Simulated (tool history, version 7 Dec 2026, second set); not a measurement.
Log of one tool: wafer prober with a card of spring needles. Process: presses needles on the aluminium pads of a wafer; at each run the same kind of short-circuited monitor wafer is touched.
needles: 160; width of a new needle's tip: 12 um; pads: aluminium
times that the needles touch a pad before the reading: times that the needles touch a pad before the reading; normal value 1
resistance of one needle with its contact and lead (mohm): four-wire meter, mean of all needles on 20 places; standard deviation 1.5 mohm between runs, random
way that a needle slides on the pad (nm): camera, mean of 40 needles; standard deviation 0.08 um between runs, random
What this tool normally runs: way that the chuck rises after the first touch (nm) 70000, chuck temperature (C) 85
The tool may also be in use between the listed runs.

run,hour,way that the chuck rises after the first touch (nm),chuck temperature (C),times that the needles touch a pad before the reading,resistance of one needle with its contact and lead (mohm),way that a needle slides on the pad (nm)
1,0,70000,85,1,143,13550
# hour 3.2: tips cleaned on abrasive film
# hour 11.2: tips cleaned on abrasive film
# hour 17.6: tips cleaned on abrasive film
# hour 25.6: tips cleaned on abrasive film
# hour 32: tips cleaned on abrasive film
# hour 40: tips cleaned on abrasive film
# hour 48: tips cleaned on abrasive film
# hour 55.9: tips cleaned on abrasive film
2,56.9,70000,85,1,142,13470
# hour 63.3: tips cleaned on abrasive film
# hour 71.2: tips cleaned on abrasive film
# hour 77.6: tips cleaned on abrasive film
# hour 85.6: tips cleaned on abrasive film
# hour 92: tips cleaned on abrasive film
# hour 100: tips cleaned on abrasive film
# hour 108: tips cleaned on abrasive film
# hour 114.4: tips cleaned on abrasive film
3,119.4,70000,85,1,143,13560
# hour 121.1: tips cleaned on abrasive film
# hour 127.5: tips cleaned on abrasive film
# hour 135.5: tips cleaned on abrasive film
# hour 143.4: tips cleaned on abrasive film
# hour 151.4: tips cleaned on abrasive film
# hour 157.8: tips cleaned on abrasive film
# hour 165.8: tips cleaned on abrasive film
# hour 172.2: tips cleaned on abrasive film
# hour 180.2: tips cleaned on abrasive film
# hour 188.2: tips cleaned on abrasive film
# hour 196.1: tips cleaned on abrasive film
4,200.3,70000,85,1,145,13550
# hour 203.6: tips cleaned on abrasive film
# hour 210: tips cleaned on abrasive film
# hour 217.9: tips cleaned on abrasive film
# hour 225.9: tips cleaned on abrasive film
# hour 233.9: tips cleaned on abrasive film
# hour 241.9: tips cleaned on abrasive film
# hour 249.9: tips cleaned on abrasive film
# hour 257.8: tips cleaned on abrasive film
# hour 264.2: tips cleaned on abrasive film
# hour 272.2: tips cleaned on abrasive film
5,273.8,70000,85,1,144,13450
# hour 278.7: tips cleaned on abrasive film
# hour 285.1: tips cleaned on abrasive film
# hour 293: tips cleaned on abrasive film
# hour 301: tips cleaned on abrasive film
# hour 309: tips cleaned on abrasive film
# hour 317: tips cleaned on abrasive film
# hour 325: tips cleaned on abrasive film
6,325.1,70000,85,1,142,13420
# hour 331.5: tips cleaned on abrasive film
# hour 339.5: tips cleaned on abrasive film
# hour 347.4: tips cleaned on abrasive film
# hour 355.4: tips cleaned on abrasive film
# hour 363.4: tips cleaned on abrasive film
# hour 371.4: tips cleaned on abrasive film
# hour 379.3: tips cleaned on abrasive film
# hour 387.3: tips cleaned on abrasive film
7,388.3,70000,85,1,143,13470
# hour 394.7: tips cleaned on abrasive film
# hour 402.7: tips cleaned on abrasive film
# hour 410.6: tips cleaned on abrasive film
# hour 418.6: tips cleaned on abrasive film
# hour 426.2: tips cleaned on abrasive film
8,426.2,70000,85,1,143,13520
# hour 434.1: tips cleaned on abrasive film
# hour 440.5: tips cleaned on abrasive film
# hour 440.8: height of the first contact set anew
# hour 448.8: tips cleaned on abrasive film
# hour 456.8: tips cleaned on abrasive film
# hour 464.8: tips cleaned on abrasive film
9,468,86000,85,1,143,16560
# hour 471.3: tips cleaned on abrasive film
# hour 479.3: tips cleaned on abrasive film
# hour 487.2: tips cleaned on abrasive film
# hour 495.2: tips cleaned on abrasive film
# hour 503.2: tips cleaned on abrasive film
# hour 511.2: tips cleaned on abrasive film
# hour 519.2: tips cleaned on abrasive film
# hour 527.1: tips cleaned on abrasive film
# hour 535.1: tips cleaned on abrasive film
10,535.8,85000,72,2,137,16270
# hour 542.2: tips cleaned on abrasive film
# hour 550.2: tips cleaned on abrasive film
# hour 558.1: tips cleaned on abrasive film
# hour 566.1: tips cleaned on abrasive film
# hour 572.5: tips cleaned on abrasive film
# hour 580.5: tips cleaned on abrasive film
# hour 588.5: tips cleaned on abrasive film
# hour 594.9: tips cleaned on abrasive film
# hour 602.9: tips cleaned on abrasive film
# hour 610.8: tips cleaned on abrasive film
11,614.4,85000,72,2,140,16370
# hour 617.7: tips cleaned on abrasive film
# hour 625.6: tips cleaned on abrasive film
# hour 633.6: tips cleaned on abrasive film
# hour 641.6: tips cleaned on abrasive film
# hour 648: tips cleaned on abrasive film
12,651.4,70000,46,3,140,13460
# hour 654.6: tips cleaned on abrasive film
# hour 662.6: tips cleaned on abrasive film
# hour 670.6: tips cleaned on abrasive film
# hour 678.6: tips cleaned on abrasive film
# hour 686.5: tips cleaned on abrasive film
# hour 694.5: tips cleaned on abrasive film
# hour 702.5: tips cleaned on abrasive film
# hour 710.5: tips cleaned on abrasive film
# hour 718.5: tips cleaned on abrasive film
# hour 726.4: tips cleaned on abrasive film
# hour 734.4: tips cleaned on abrasive film
13,735,70000,46,3,136,13640
# hour 741.4: tips cleaned on abrasive film
# hour 747.8: tips cleaned on abrasive film
# hour 755.8: tips cleaned on abrasive film
# hour 762.2: tips cleaned on abrasive film
# hour 770.1: tips cleaned on abrasive film
# hour 778.1: tips cleaned on abrasive film
# hour 785.7: tips cleaned on abrasive film
14,785.7,77000,67,2,140,14860
# hour 793.7: tips cleaned on abrasive film
# hour 800.1: tips cleaned on abrasive film
# hour 808: tips cleaned on abrasive film
# hour 816: tips cleaned on abrasive film
# hour 824: tips cleaned on abrasive film
# hour 830.4: tips cleaned on abrasive film
# hour 838: tips cleaned on abrasive film
15,838,77000,67,2,140,14700
# hour 845.9: tips cleaned on abrasive film
# hour 853.9: tips cleaned on abrasive film
# hour 861.9: tips cleaned on abrasive film
# hour 869.9: tips cleaned on abrasive film
# hour 877.8: tips cleaned on abrasive film
16,879,77000,35,2,136,14700
# hour 885.4: tips cleaned on abrasive film
# hour 893.4: tips cleaned on abrasive film
# hour 901.3: tips cleaned on abrasive film
# hour 909.3: tips cleaned on abrasive film
# hour 917.3: tips cleaned on abrasive film
17,920.5,65000,49,1,138,12310
# hour 923.8: tips cleaned on abrasive film
# hour 931.8: tips cleaned on abrasive film
# hour 939.7: tips cleaned on abrasive film
# hour 946.1: tips cleaned on abrasive film
# hour 954.1: tips cleaned on abrasive film
# hour 962.1: tips cleaned on abrasive film
18,966.3,70000,33,1,130,13340

5 options for the next run, each taken on its own from the tool as it stands now. Forecast them:
# hour 969.6: tips cleaned on abrasive film
# hour 977.6: tips cleaned on abrasive film
# hour 985.5: tips cleaned on abrasive film
# hour 993.5: tips cleaned on abrasive film
# hour 1001.5: tips cleaned on abrasive film
# hour 1007.9: tips cleaned on abrasive film
# hour 1015.9: tips cleaned on abrasive film
# hour 1023.6: tips cleaned on abrasive film
A,1023.6,65000,33,1,?,?
# hour 969.6: tips cleaned on abrasive film
# hour 977.6: tips cleaned on abrasive film
# hour 985.5: tips cleaned on abrasive film
# hour 993.5: tips cleaned on abrasive film
# hour 1001.5: tips cleaned on abrasive film
# hour 1007.9: tips cleaned on abrasive film
# hour 1015.9: tips cleaned on abrasive film
# hour 1023.6: tips cleaned on abrasive film
B,1023.6,83000,33,1,?,?
# hour 969.6: tips cleaned on abrasive film
# hour 977.6: tips cleaned on abrasive film
# hour 985.5: tips cleaned on abrasive film
# hour 993.5: tips cleaned on abrasive film
# hour 1001.5: tips cleaned on abrasive film
# hour 1007.9: tips cleaned on abrasive film
# hour 1015.9: tips cleaned on abrasive film
# hour 1023.6: tips cleaned on abrasive film
C,1023.6,72000,85,2,?,?
# hour 969.6: tips cleaned on abrasive film
# hour 977.6: tips cleaned on abrasive film
# hour 985.5: tips cleaned on abrasive film
# hour 993.5: tips cleaned on abrasive film
# hour 1001.5: tips cleaned on abrasive film
# hour 1007.9: tips cleaned on abrasive film
# hour 1015.9: tips cleaned on abrasive film
# hour 1023.6: tips cleaned on abrasive film
D,1023.6,53000,68,2,?,?
# hour 969.6: tips cleaned on abrasive film
# hour 977.6: tips cleaned on abrasive film
# hour 985.5: tips cleaned on abrasive film
# hour 993.5: tips cleaned on abrasive film
# hour 1001.5: tips cleaned on abrasive film
# hour 1007.9: tips cleaned on abrasive film
# hour 1015.9: tips cleaned on abrasive film
# hour 1023.6: tips cleaned on abrasive film
E,1023.6,58000,115,1,?,?

run,resistance of one needle with its contact and lead (mohm),way that a needle slides on the pad (nm)
A,134,12450
B,136,16060
C,143,13710
D,142,10170
E,150,10910
The same runs, with their run-to-run variation unchanged, on a tool lacking any hidden condition would have given:
run,resistance of one needle with its contact and lead (mohm),way that a needle slides on the pad (nm)
A,134,12640
B,136,16290
C,143,13910
D,142,10320
E,150,11070

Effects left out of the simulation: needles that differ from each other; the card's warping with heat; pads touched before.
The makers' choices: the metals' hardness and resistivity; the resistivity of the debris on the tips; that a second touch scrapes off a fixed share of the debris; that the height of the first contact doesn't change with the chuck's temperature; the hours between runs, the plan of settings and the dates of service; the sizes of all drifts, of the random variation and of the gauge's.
